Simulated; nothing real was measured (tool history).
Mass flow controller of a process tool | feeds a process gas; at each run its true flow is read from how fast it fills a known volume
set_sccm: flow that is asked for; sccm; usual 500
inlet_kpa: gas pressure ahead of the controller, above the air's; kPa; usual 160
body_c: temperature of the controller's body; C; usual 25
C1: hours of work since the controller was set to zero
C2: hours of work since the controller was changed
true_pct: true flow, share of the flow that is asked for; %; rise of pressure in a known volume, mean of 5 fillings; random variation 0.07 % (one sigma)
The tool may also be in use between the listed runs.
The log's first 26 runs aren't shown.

run 27 hour=1790.2 | set_sccm=207 inlet_kpa=181 body_c=37 | C1=2502 C2=2502 | true_pct=99.29
run 28 hour=1859.6 | set_sccm=500 inlet_kpa=160 body_c=23 | C1=2554 C2=2554 | true_pct=100.06
run 29 hour=1934.8 | set_sccm=340 inlet_kpa=160 body_c=28 | C1=2610 C2=2610 | true_pct=99.62
run 30 hour=1986.4 | set_sccm=454 inlet_kpa=192 body_c=28 | C1=2648 C2=2648 | true_pct=99.55
run 31 hour=2044.4 | set_sccm=500 inlet_kpa=141 body_c=25 | C1=2691 C2=2691 | true_pct=99.94
run 32 hour=2123.2 | set_sccm=928 inlet_kpa=147 body_c=37 | C1=2750 C2=2750 | true_pct=99.48
run 33 hour=2182.1 | set_sccm=957 inlet_kpa=145 body_c=25 | C1=2794 C2=2794 | true_pct=100.62
run 34 hour=2225.7 | set_sccm=500 inlet_kpa=160 body_c=22 | C1=2826 C2=2826 | true_pct=100.12
run 35 hour=2263.9 | set_sccm=500 inlet_kpa=160 body_c=22 | C1=2855 C2=2855 | true_pct=100.08
run 36 hour=2344.4 | set_sccm=500 inlet_kpa=160 body_c=22 | C1=2915 C2=2915 | true_pct=100.1
run 37 hour=2381.3 | set_sccm=500 inlet_kpa=160 body_c=22 | C1=2942 C2=2942 | true_pct=100.32

Forecast run 38:
run 38 hour=2431.6 | set_sccm=203 inlet_kpa=258 body_c=22 | C1=2980 C2=2980 | true_pct=?

Run 38 gave true_pct 100.7 %.
Without the tool's hidden state the same run would have given true_pct 98.16 %.
